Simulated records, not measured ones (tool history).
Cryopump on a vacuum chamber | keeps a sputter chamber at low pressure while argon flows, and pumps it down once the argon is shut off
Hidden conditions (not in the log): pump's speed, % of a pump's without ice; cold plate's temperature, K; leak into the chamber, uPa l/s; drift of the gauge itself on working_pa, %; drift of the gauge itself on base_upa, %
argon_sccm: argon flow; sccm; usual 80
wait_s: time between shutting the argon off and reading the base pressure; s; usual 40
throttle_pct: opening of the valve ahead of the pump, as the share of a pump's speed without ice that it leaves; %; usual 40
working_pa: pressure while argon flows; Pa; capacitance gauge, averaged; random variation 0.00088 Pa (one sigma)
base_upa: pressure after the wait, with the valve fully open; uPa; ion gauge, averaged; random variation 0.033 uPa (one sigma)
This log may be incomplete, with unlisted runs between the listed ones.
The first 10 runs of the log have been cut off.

run,hour,argon_sccm,wait_s,throttle_pct,hours of work since the pump was warmed up and emptied,hours of work since the cold head was overhauled,hours of work since the chamber's fittings were tightened,working_pa,base_upa
11,319.7,108,40,40,89,1740,1146,0.2528,2.40
12,344.7,108,40,40,111,1762,1167,0.2542,2.41
13,384.7,47,40,40,146,1797,1202,0.1122,2.43
14,425.2,80,40,40,181,1832,1238,0.1938,2.58
15,446.5,80,40,40,200,1851,1256,0.1923,2.53
16,483.4,80,40,40,232,1883,1288,0.1963,2.60
17,504.2,80,40,40,250,1901,1307,0.2006,2.65
18,538.2,85,40,24,280,1931,1336,0.3428,2.64
19,580.1,85,40,24,316,1967,1373,0.3449,2.74
20,609.9,99,192,36,342,1993,1399,0.2797,1.58
21,643.7,42,40,29,372,2023,1428,0.1470,2.81
# hour 661.3: pump warmed up, emptied and cooled again
22,683.1,60,44,22,19,2053,1458,0.2491,2.31
23,707.1,72,29,18,40,2074,1479,0.3672,3.26
24,750.0,86,40,29,77,2111,1517,0.2743,2.61
25,796.1,105,40,43,118,2152,1557,0.2296,2.65
26,829.8,104,40,35,147,2181,1586,0.2818,2.73
27,853.2,44,201,43,167,2201,1607,0.0982,1.44
28,880.1,47,245,29,191,2225,1630,0.1533,1.36
29,922.4,47,245,29,228,2262,1667,0.1558,1.51
30,967.0,66,203,16,267,2301,1706,0.3888,1.62
31,990.5,72,168,17,287,2321,1726,0.3991,1.66
32,1034.6,127,23,28,326,2360,1765,0.4462,4.04
33,1054.3,127,23,28,343,2377,1782,0.4515,4.07

What if the next run were any one of these 4? Each begins from the tool's condition after run 33:
A,1098.1,44,23,28,381,2415,1820,?,?
B,1098.1,136,40,40,381,2415,1820,?,?
C,1098.1,37,40,40,381,2415,1820,?,?
D,1098.1,127,32,28,381,2415,1820,?,?

run,working_pa,base_upa
A,0.1581,4.19
B,0.3549,3.13
C,0.0976,3.05
D,0.4594,3.46
What these runs would have given with no unlogged condition in the tool:
run,working_pa,base_upa
A,0.1425,2.88
B,0.3065,1.77
C,0.0843,1.73
D,0.4137,2.14

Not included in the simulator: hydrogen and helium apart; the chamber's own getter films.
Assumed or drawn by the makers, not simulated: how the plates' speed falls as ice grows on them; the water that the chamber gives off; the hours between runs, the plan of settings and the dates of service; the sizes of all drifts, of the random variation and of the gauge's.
